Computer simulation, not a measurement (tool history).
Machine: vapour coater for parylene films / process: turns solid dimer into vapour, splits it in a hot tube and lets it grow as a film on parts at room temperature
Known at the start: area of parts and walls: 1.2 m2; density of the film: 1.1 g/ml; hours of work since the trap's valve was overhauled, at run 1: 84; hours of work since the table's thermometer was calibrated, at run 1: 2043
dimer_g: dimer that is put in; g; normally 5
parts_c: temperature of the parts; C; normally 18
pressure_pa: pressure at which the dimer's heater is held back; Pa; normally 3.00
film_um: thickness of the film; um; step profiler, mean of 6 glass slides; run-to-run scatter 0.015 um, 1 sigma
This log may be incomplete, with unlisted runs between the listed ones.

run,hour,dimer_g,parts_c,pressure_pa,hours of work since the trap's valve was overhauled,hours of work since the table's thermometer was calibrated,film_um
1,0.0,5,18,3.00,84,2043,2.04
2,43.5,5,18,3.00,114,2074,2.01
3,82.3,5,16,3.00,142,2101,2.05
4,147.2,5,18,3.00,187,2147,1.90
# hour 200.2: trap's valve overhauled
5,209.5,5,18,3.00,7,2188,2.12
6,246.7,5,18,3.00,33,2214,2.11
7,291.9,5,18,3.00,64,2245,2.03
8,336.4,6,18,3.00,96,2277,2.43
9,370.4,3,18,3.00,120,2301,1.20
10,449.1,3,18,3.00,175,2356,1.14
# hour 519.6: trap's valve overhauled
11,526.1,3,18,3.00,5,2407,1.27
12,581.9,5,18,2.30,44,2446,2.17
# hour 649.0: table's thermometer calibrated
13,658.8,5,18,2.30,97,7,2.18
14,697.4,5,18,3.00,124,34,2.05
15,767.9,5,18,3.00,174,83,2.00
# hour 839.1: trap's valve overhauled
16,849.8,5,18,3.00,8,138,2.12
17,898.4,5,18,3.00,42,172,2.13
18,960.3,5,18,3.00,85,216,2.08
19,1012.5,5,15,3.00,122,253,2.16
20,1071.5,5,15,3.00,163,294,2.08
21,1134.2,5,18,3.00,207,338,1.92
# hour 1160.4: trap's valve overhauled
22,1188.4,5,18,3.00,20,373,2.14
23,1233.8,5,18,8.82,52,405,1.70
24,1287.3,5,15,3.00,89,443,2.18
25,1362.9,5,13,9.36,142,496,1.81
26,1408.0,5,13,9.36,174,528,1.76
27,1452.5,3,24,5.52,205,559,0.92
# hour 1483.6: trap's valve overhauled
28,1523.9,3,24,5.52,28,606,1.02
29,1575.7,2,18,3.00,65,643,0.83
30,1621.7,2,18,3.00,97,675,0.81
31,1675.3,2,18,3.00,135,713,0.81
32,1718.1,6,18,6.10,165,743,2.07
33,1770.9,5,25,4.81,202,780,1.51
# hour 1804.0: trap's valve overhauled
34,1808.2,5,18,7.24,3,803,1.86
35,1859.9,5,15,7.24,39,840,1.95
36,1936.1,7,18,3.58,93,893,2.76
37,1971.3,2,18,2.47,118,918,0.85
38,2024.8,5,15,6.72,155,955,1.82
39,2093.2,4,23,6.72,203,1003,1.19
# hour 2126.4: trap's valve overhauled
40,2160.1,3,18,3.00,24,1048,1.28
41,2223.5,5,14,10.37,68,1092,1.83
42,2257.5,5,18,10.54,92,1116,1.65
43,2296.3,5,18,7.69,119,1143,1.71
44,2371.3,4,21,2.93,172,1196,1.49
45,2431.8,7,20,2.93,215,1238,2.58
# hour 2445.0: trap's valve overhauled
46,2481.6,7,20,2.93,26,1271,2.86
47,2549.5,7,20,2.93,73,1318,2.80
48,2587.4,8,20,4.78,100,1345,2.87

3 options for the next run, each taken on its own from the tool as it stands now. Forecast them:
A,2650.2,8,18,4.78,144,1389,?
B,2650.2,8,22,2.64,144,1389,?
C,2650.2,8,20,3.84,144,1389,?

run,film_um
A,2.90
B,2.97
C,2.89
Had the tool no hidden state, the same runs would have come out as:
run,film_um
A,3.22
B,3.28
C,3.20
